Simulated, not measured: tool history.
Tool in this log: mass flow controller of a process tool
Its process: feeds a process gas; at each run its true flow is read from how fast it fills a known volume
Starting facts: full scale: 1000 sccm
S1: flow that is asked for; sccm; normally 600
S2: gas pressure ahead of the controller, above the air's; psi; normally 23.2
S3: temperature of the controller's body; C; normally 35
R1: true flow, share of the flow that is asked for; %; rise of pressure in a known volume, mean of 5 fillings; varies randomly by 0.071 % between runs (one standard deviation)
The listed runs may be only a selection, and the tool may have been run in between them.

run,day,S1,S2,S3,R1
1,0,600,23.2,35,101.22
2,11.596,600,23.2,35,101.4
3,23.629,600,35,35,102.06
4,40.946,600,35,35,102.1
5,58.154,600,35,26,101.96
6,68.55,600,23.2,35,101.91
7,89.196,600,23.2,35,102.12
8,104.517,600,23.2,35,102.35
9,118.267,600,30.3,35,102.75
10,130.712,424,39.2,40,103.59
11,151.992,374,39.2,40,104.05
12,170.762,152,23.2,33,105.53
13,181.354,600,30.5,35,103.35
14,191.917,301,24.5,24,103.77
15,205.158,131,25.2,24,106.89
16,225.583,552,22.5,35,103.58

Alternative continuations, all from the tool just after run 16; predict every row:
A,238.346,111,26.3,25,?
B,238.346,464,40,35,?
C,238.346,600,23.4,35,?
D,238.346,175,23.2,35,?
E,238.346,118,39.5,23,?

run,R1
A,109.34
B,104.77
C,103.72
D,106.8
E,109.3
Had the tool no hidden state, the same runs would have come out as:
run,R1
A,99.4
B,100.58
C,99.94
D,99.63
E,99.81

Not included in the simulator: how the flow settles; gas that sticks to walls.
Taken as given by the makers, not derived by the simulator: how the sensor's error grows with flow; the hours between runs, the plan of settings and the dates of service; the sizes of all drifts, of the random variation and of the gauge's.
